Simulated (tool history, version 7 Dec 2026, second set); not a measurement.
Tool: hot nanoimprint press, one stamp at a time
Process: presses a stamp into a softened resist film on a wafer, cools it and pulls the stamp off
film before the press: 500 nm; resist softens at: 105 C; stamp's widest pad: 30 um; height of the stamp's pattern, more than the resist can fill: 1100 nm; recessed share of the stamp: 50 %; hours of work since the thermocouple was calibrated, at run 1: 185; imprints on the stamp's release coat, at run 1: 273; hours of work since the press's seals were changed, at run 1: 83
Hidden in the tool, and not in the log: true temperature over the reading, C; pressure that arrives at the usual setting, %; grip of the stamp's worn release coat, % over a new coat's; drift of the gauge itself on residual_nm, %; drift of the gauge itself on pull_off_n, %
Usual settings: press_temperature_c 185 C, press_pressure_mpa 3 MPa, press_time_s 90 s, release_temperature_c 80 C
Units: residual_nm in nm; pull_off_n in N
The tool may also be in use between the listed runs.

run	hour	press_temperature_c	press_pressure_mpa	press_time_s	release_temperature_c	hours of work since the thermocouple was calibrated	imprints on the stamp's release coat	hours of work since the press's seals were changed	residual_nm	pull_off_n
1	0	185	3	90	80	185	273	83	230.4	250
2	30	177	3	90	80	204	369	102	314.5	256
3	44.4	185	3	116	80	213	415	111	209.1	259
4	71.4	185	3	116	80	230	500	128	208.9	258
5	92.2	185	3	90	80	243	566	141	228.1	265
6	120.5	185	3	90	80	261	656	159	227.5	271
7	142.4	185	3	90	80	275	726	172	225.9	269
8	162.4	185	3	90	80	287	790	185	226.8	273
# hour 170.9: plate thermocouple calibrated
9	189.5	185	3	90	80	12	866	200	234.2	274
10	216.8	185	3	90	80	29	953	217	233.6	285
11	234	185	3	90	80	40	1008	228	232.5	284
# hour 256.1: stamp cleaned and given a new release coat
12	259.3	183	3	90	80	52	10	240	253	235
13	279.5	183	3	90	80	64	74	253	253.3	240
14	305.1	183	3	90	81	80	156	269	251.3	243
15	322.3	183	3	90	81	91	211	280	250.8	247
16	337	183	3	90	81	100	257	289	251.2	251
17	357.9	195	3.74	97	84	114	324	302	130.8	240
18	386	179	3.51	90	80	131	413	320	274.5	258
19	408	179	3.51	90	80	145	483	333	273.5	262
20	432.4	187	3	54	80	160	561	349	252.3	262
21	451.7	187	3	54	80	172	622	361	252.6	260
22	476.5	187	3	97	68	188	701	376	204.6	306
23	489.7	187	3	97	68	196	743	385	205.2	305
24	517	185	3.02	45	84	213	830	402	286.4	259
25	529.4	185	3	50	84	221	869	410	277.5	265
26	543.9	185	3	50	84	230	916	419	275.9	269
27	561.7	181	2.64	51	80	242	972	430	332.5	278
28	583.4	181	2.64	51	80	255	1041	444	332.5	281
# hour 595.6: stamp cleaned and given a new release coat
29	617.7	181	2.42	51	83	273	70	461	341.3	234

Forecast each of these 5 alternatives for the next run:
A	645.5	183	3	90	81	290	159	479	?	?
B	645.5	181	4.02	94	83	290	159	479	?	?
C	645.5	196	3	121	80	290	159	479	?	?
D	645.5	182	3	90	86	290	159	479	?	?
E	645.5	181	2.42	53	83	290	159	479	?	?

run	residual_nm	pull_off_n
A	244.6	238
B	228.7	237
C	126.6	248
D	255.2	222
E	338.5	232
Without the tool's hidden state the same runs would have given:
run	residual_nm	pull_off_n
A	252.7	234
B	236.3	232
C	130.7	243
D	263.6	218
E	347.4	228

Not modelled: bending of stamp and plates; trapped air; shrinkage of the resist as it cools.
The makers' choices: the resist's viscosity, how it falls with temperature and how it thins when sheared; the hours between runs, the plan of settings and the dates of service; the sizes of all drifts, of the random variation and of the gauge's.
